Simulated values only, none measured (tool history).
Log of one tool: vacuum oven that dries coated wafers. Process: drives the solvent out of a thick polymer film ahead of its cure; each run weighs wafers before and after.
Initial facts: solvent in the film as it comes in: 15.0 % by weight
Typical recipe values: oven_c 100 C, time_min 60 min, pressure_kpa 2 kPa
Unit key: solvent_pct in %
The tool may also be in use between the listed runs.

run,hour,oven_c,time_min,pressure_kpa,solvent_pct
1,0,100,60,2,4.13
2,11.3,100,78,2,3.24
3,17.4,100,78,2,3.29
4,30,100,60,2,4.18
5,36.5,100,60,2,3.98
6,42.8,100,60,2,4.14
7,48.7,100,60,2,4.13
8,54.5,100,60,2,4.18
9,59.5,114,60,2,1.37
10,65.7,114,60,2,1.35
11,77.5,100,60,2,4.13
12,86.3,100,60,2,4.13
13,96.3,100,60,2,4.18
14,103.5,100,60,2,4.14
15,112.2,100,60,2,4.13
16,120.3,100,60,1.22,3.61
17,128.5,100,60,1.22,3.55
18,140.4,102,69,2,3.12
19,148.1,110,69,2,1.7
20,154.9,113,34,5.21,4.21
21,166.6,99,34,5.21,8.49
22,177.9,109,85,1.38,1.19
23,188.8,88,55,2,8.1
24,201,109,44,2,2.9
25,207,108,44,3,3.65
26,218.6,108,44,3,3.59
27,226.8,115,44,5.29,3.3
28,234.8,85,67,3.5,9.83
29,240.6,85,67,3.5,9.7
30,246.3,85,67,3.5,9.67

Run 31, settings as shown, results not yet in. Your forecast:
31,252.7,106,60,2,?

solvent_pct: 2.66 %
On a tool with no hidden condition, and with the same random variation, this run would have come out at solvent_pct 2.45 %.
